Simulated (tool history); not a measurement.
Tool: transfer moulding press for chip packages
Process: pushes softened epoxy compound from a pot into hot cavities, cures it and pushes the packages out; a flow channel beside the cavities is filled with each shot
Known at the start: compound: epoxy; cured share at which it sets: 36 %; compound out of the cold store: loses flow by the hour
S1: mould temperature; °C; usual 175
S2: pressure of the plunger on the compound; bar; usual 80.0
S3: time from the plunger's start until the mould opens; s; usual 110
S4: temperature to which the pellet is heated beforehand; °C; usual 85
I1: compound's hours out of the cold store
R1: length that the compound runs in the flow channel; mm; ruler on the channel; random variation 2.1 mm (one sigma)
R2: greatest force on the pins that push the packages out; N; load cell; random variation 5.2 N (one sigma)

| run | hour | S1 | S2 | S3 | S4 | I1 | R1 | R2 |
|---|---|---|---|---|---|---|---|---|
| 1 | 0.0 | 175 | 80.0 | 110 | 85 | 44.5 | 573 | 294 |
|  | 18.2 | cavities cleaned with cleaning compound and waxed |
| 2 | 71.9 | 175 | 80.0 | 110 | 85 | 44.9 | 567 | 307 |
|  | 91.0 | cavities cleaned with cleaning compound and waxed |
| 3 | 143.5 | 175 | 80.0 | 110 | 85 | 41.7 | 575 | 299 |
|  | 157.6 | cavities cleaned with cleaning compound and waxed |
| 4 | 214.1 | 174 | 80.0 | 110 | 85 | 14.0 | 669 | 325 |
|  | 224.4 | cavities cleaned with cleaning compound and waxed |
|  | 269.7 | mould's thermocouples calibrated |
| 5 | 289.9 | 174 | 80.0 | 110 | 85 | 18.6 | 648 | 330 |
|  | 297.7 | cavities cleaned with cleaning compound and waxed |
|  | 368.7 | cavities cleaned with cleaning compound and waxed |
| 6 | 384.3 | 174 | 80.0 | 110 | 85 | 18.6 | 639 | 244 |
|  | 432.7 | plunger's sealing rings changed |
|  | 442.1 | cavities cleaned with cleaning compound and waxed |
| 7 | 442.1 | 175 | 80.0 | 110 | 85 | 38.6 | 605 | 164 |
| 8 | 499.4 | 175 | 80.0 | 91 | 85 | 46.0 | 579 | 377 |
|  | 509.8 | cavities cleaned with cleaning compound and waxed |
|  | 580.0 | cavities cleaned with cleaning compound and waxed |
| 9 | 586.8 | 171 | 80.0 | 91 | 85 | 33.7 | 628 | 311 |
|  | 649.9 | cavities cleaned with cleaning compound and waxed |
| 10 | 671.9 | 171 | 80.0 | 91 | 85 | 23.3 | 661 | 367 |
| 11 | 712.8 | 171 | 80.0 | 91 | 85 | 34.4 | 619 | 474 |
|  | 718.9 | cavities cleaned with cleaning compound and waxed |
|  | 785.4 | cavities cleaned with cleaning compound and waxed |
| 12 | 785.4 | 175 | 80.0 | 110 | 85 | 13.8 | 680 | 175 |
| 13 | 836.5 | 175 | 80.0 | 110 | 85 | 21.4 | 646 | 300 |
|  | 855.5 | cavities cleaned with cleaning compound and waxed |
| 14 | 881.5 | 175 | 80.0 | 110 | 85 | 17.9 | 656 | 255 |
|  | 926.1 | cavities cleaned with cleaning compound and waxed |
| 15 | 950.5 | 178 | 82.5 | 110 | 81 | 10.2 | 682 | 237 |
|  | 994.7 | cavities cleaned with cleaning compound and waxed |
| 16 | 994.7 | 170 | 82.5 | 116 | 81 | 14.0 | 694 | 190 |
|  | 1063.6 | cavities cleaned with cleaning compound and waxed |
| 17 | 1063.6 | 182 | 70.6 | 97 | 85 | 25.5 | 566 | 167 |
| 18 | 1103.5 | 174 | 80.0 | 110 | 85 | 25.1 | 624 | 295 |
|  | 1131.9 | cavities cleaned with cleaning compound and waxed |
| 19 | 1153.7 | 177 | 80.0 | 110 | 85 | 25.9 | 611 | 229 |
|  | 1200.0 | cavities cleaned with cleaning compound and waxed |
| 20 | 1235.6 | 177 | 80.0 | 97 | 85 | 38.7 | 568 | 287 |
|  | 1270.1 | cavities cleaned with cleaning compound and waxed |
|  | 1300.9 | plunger's sealing rings changed |
| 21 | 1323.4 | 167 | 67.1 | 110 | 79 | 37.6 | 580 | 448 |
|  | 1344.0 | cavities cleaned with cleaning compound and waxed |
| 22 | 1393.1 | 168 | 87.6 | 110 | 79 | 26.5 | 700 | 405 |
|  | 1411.8 | cavities cleaned with cleaning compound and waxed |
| 23 | 1467.4 | 175 | 92.2 | 124 | 94 | 38.1 | 646 | 297 |
|  | 1486.3 | cavities cleaned with cleaning compound and waxed |
| 24 | 1515.0 | 175 | 96.1 | 135 | 85 | 35.1 | 669 | 241 |
|  | 1533.6 | mould's thermocouples calibrated |
|  | 1557.1 | cavities cleaned with cleaning compound and waxed |
| 25 | 1558.4 | 174 | 81.0 | 92 | 94 | 34.6 | 615 | 218 |

Some steps in R1 between neighbouring runs. How much of each would the tool show without its hidden state too (settings, what came in, random variation), and how much is left for the hidden state, with any gauge scatter that isn't in both results?
The hidden state here: true mould temperature over the reading, C; pressure that reaches the compound, % of what is set; grip of the stained cavities, % over clean ones'; drift of the gauge itself on flow_mm, %; drift of the gauge itself on push_out_n, %.
Run 6 -> 7: S1 174 -> 175, plunger's sealing rings changed, cavities cleaned with cleaning compound and waxed. R1 -34 mm: hidden state +39, all else -73.
Run 16 -> 17: S1 170 -> 182, S2 82.5 -> 70.6, S3 116 -> 97, S4 81 -> 85, cavities cleaned with cleaning compound and waxed. R1 -128 mm: hidden state +3, all else -131.
Run 20 -> 21: S1 177 -> 167, S2 80.0 -> 67.1, S3 97 -> 110, S4 85 -> 79, cavities cleaned with cleaning compound and waxed, plunger's sealing rings changed. R1 +12 mm: hidden state +33, all else -21.
Run 21 -> 22: S1 167 -> 168, S2 67.1 -> 87.6, cavities cleaned with cleaning compound and waxed. R1 +120 mm: hidden state -3, all else +123.

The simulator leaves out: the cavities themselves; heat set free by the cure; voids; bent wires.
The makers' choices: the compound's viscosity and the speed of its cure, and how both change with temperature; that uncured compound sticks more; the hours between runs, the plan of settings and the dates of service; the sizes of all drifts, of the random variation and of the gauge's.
